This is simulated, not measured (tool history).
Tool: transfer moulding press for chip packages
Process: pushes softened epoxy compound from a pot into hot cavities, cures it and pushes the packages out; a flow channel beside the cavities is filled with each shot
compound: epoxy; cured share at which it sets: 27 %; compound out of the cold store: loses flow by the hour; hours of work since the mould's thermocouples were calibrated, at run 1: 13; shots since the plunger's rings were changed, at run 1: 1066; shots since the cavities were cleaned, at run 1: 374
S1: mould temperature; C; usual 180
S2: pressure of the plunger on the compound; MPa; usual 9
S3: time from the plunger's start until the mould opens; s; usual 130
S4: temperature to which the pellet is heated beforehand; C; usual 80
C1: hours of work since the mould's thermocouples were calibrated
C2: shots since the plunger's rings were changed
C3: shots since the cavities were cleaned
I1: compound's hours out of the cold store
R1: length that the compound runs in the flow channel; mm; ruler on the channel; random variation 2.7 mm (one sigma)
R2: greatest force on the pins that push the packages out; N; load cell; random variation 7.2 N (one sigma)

Run 1, hour 0: usual settings; C1 13; C2 1066; C3 374; I1 23.1. Result: R1 783 mm, R2 564 N.
Run 2, hour 14.1: usual settings; C1 23; C2 1215; C3 523; I1 32.4. Result: R1 742 mm, R2 573 N.
Run 3, hour 27.5: usual settings but S2 10.36 MPa; C1 32; C2 1356; C3 664; I1 36.8. Result: R1 776 mm, R2 610 N.
At hour 32: cavities cleaned with cleaning compound and waxed.
Run 4, hour 40.5: usual settings but S2 10.36 MPa; C1 40; C2 1477; C3 90; I1 8.4. Result: R1 908 mm, R2 730 N.
Run 5, hour 50.5: usual settings but S2 10.36 MPa; C1 47; C2 1582; C3 195; I1 34.8. Result: R1 784 mm, R2 726 N.
Run 6, hour 65.4: usual settings but S2 10.36 MPa; C1 57; C2 1739; C3 352; I1 23.5. Result: R1 837 mm, R2 720 N.
Run 7, hour 76.6: usual settings but S2 10.36 MPa; C1 65; C2 1857; C3 470; I1 36.6. Result: R1 772 mm, R2 707 N.
Run 8, hour 85.7: usual settings; C1 71; C2 1953; C3 566; I1 38.2. Result: R1 713 mm, R2 697 N.
At hour 99.4: cavities cleaned with cleaning compound and waxed.
Run 9, hour 101: usual settings; C1 81; C2 2098; C3 17; I1 17.1. Result: R1 798 mm, R2 331 N.
At hour 111.2: cavities cleaned with cleaning compound and waxed, once more.
Run 10, hour 116.5: usual settings; C1 90; C2 2245; C3 55; I1 15.6. Result: R1 801 mm, R2 354 N.
Run 11, hour 132.2: usual settings; C1 101; C2 2410; C3 220; I1 35.6. Result: R1 718 mm, R2 485 N.
Run 12, hour 139.5: usual settings; C1 106; C2 2487; C3 297; I1 24.5. Result: R1 767 mm, R2 518 N.
Run 13, hour 149: usual settings but S1 187 C; C1 113; C2 2587; C3 397; I1 40.4. Result: R1 677 mm, R2 459 N.
Run 14, hour 160.8: usual settings but S1 187 C; C1 121; C2 2712; C3 522; I1 13. Result: R1 782 mm, R2 486 N.
Run 15, hour 174.3: usual settings but S1 187 C, S2 8.69 MPa, S4 74 C; C1 130; C2 2854; C3 664; I1 42.9. Result: R1 649 mm, R2 503 N.
At hour 179.4: cavities cleaned with cleaning compound and waxed.
Run 16, hour 190.9: usual settings but S1 187 C, S2 8.69 MPa, S4 74 C; C1 141; C2 3013; C3 121; I1 21.9. Result: R1 730 mm, R2 346 N.
Run 17, hour 200.4: usual settings but S1 179 C, S2 7.18 MPa, S3 154 s, S4 76 C; C1 147; C2 3112; C3 220; I1 40.2. Result: R1 623 mm, R2 417 N.
Run 18, hour 209.7: usual settings but S1 174 C, S2 9.66 MPa, S3 154 s, S4 77 C; C1 154; C2 3211; C3 319; I1 8. Result: R1 889 mm, R2 610 N.
Run 19, hour 226.2: usual settings but S1 181 C, S2 9.66 MPa, S3 154 s, S4 83 C; C1 165; C2 3385; C3 493; I1 31.6. Result: R1 743 mm, R2 479 N.
Run 20, hour 241.5: usual settings but S2 8.36 MPa; C1 175; C2 3545; C3 653; I1 13.1. Result: R1 771 mm, R2 623 N.
At hour 248.1: cavities cleaned with cleaning compound and waxed.
Run 21, hour 254.6: usual settings but S2 8.36 MPa; C1 183; C2 3667; C3 68; I1 47. Result: R1 641 mm, R2 363 N.
Run 22, hour 264.5: usual settings but S2 8.36 MPa; C1 190; C2 3772; C3 173; I1 40.4. Result: R1 663 mm, R2 438 N.
Run 23, hour 272.9: usual settings but S2 8.36 MPa; C1 196; C2 3860; C3 261; I1 45.1. Result: R1 642 mm, R2 491 N.
Run 24, hour 287.6: usual settings but S1 173 C, S2 8.36 MPa, S3 111 s; C1 206; C2 4014; C3 415; I1 35.7. Result: R1 703 mm, R2 1291 N.
Run 25, hour 304: usual settings but S1 173 C, S2 8.36 MPa, S3 111 s; C1 217; C2 4187; C3 588; I1 30.9. Result: R1 721 mm, R2 1404 N.
At hour 316.3: cavities cleaned with cleaning compound and waxed.
Run 26, hour 319.3: usual settings but S1 184 C, S2 6.86 MPa, S3 149 s, S4 75 C; C1 227; C2 4332; C3 31; I1 34.2. Result: R1 598 mm, R2 258 N.
Run 27, hour 329.9: usual settings but S1 188 C, S3 117 s, S4 89 C; C1 234; C2 4444; C3 143; I1 22.3. Result: R1 717 mm, R2 354 N.
Run 28, hour 346.5: usual settings but S1 188 C, S3 117 s, S4 89 C; C1 246; C2 4619; C3 318; I1 31.7. Result: R1 677 mm, R2 437 N.

Hidden state at the last listed run before each entry between runs and at the first one after, where it differs:
Between runs 3 and 4: cavities cleaned with cleaning compound and waxed (hour 32)
  true mould temperature over the reading, C: -0.28 -> -0.29; pressure that reaches the compound, % of what is set: 95.9 -> 95.52; grip of the stained cavities, % over clean ones': 106.8 -> 136.3
  measured less the result without the state, R1: -15 -> -19 mm; R2: +318 -> +429 N
Between runs 8 and 9: cavities cleaned with cleaning compound and waxed (hour 99.4)
  true mould temperature over the reading, C: -0.33 -> -0.34; pressure that reaches the compound, % of what is set: 94.1 -> 93.62; grip of the stained cavities, % over clean ones': 133.4 -> 6.4
  measured less the result without the state, R1: -20 -> -26 mm; R2: +401 -> +25 N
Between runs 9 and 10: cavities cleaned with cleaning compound and waxed, once more (hour 111.2)
  true mould temperature over the reading, C: -0.34 -> -0.35; pressure that reaches the compound, % of what is set: 93.62 -> 93.19; grip of the stained cavities, % over clean ones': 6.4 -> 19.2
  measured less the result without the state, R1: -26 -> -27 mm; R2: +25 -> +64 N
Between runs 15 and 16: cavities cleaned with cleaning compound and waxed (hour 179.4)
  true mould temperature over the reading, C: -0.4 -> -0.42; pressure that reaches the compound, % of what is set: 91.38 -> 90.91; grip of the stained cavities, % over clean ones': 107.5 -> 35.8
  measured less the result without the state, R1: -28 -> -34 mm; R2: +261 -> +91 N
Between runs 20 and 21: cavities cleaned with cleaning compound and waxed (hour 248.1)
  true mould temperature over the reading, C: -0.46 -> -0.47; pressure that reaches the compound, % of what is set: 89.3 -> 88.94; grip of the stained cavities, % over clean ones': 105.7 -> 20.1
  measured less the result without the state, R1: -42 -> -37 mm; R2: +330 -> +67 N
Between runs 25 and 26: cavities cleaned with cleaning compound and waxed (hour 316.3)
  true mould temperature over the reading, C: -0.51 -> -0.52; pressure that reaches the compound, % of what is set: 87.41 -> 86.98; grip of the stained cavities, % over clean ones': 100.8 -> 10.6
  measured less the result without the state, R1: -48 -> -42 mm; R2: +727 -> +26 N

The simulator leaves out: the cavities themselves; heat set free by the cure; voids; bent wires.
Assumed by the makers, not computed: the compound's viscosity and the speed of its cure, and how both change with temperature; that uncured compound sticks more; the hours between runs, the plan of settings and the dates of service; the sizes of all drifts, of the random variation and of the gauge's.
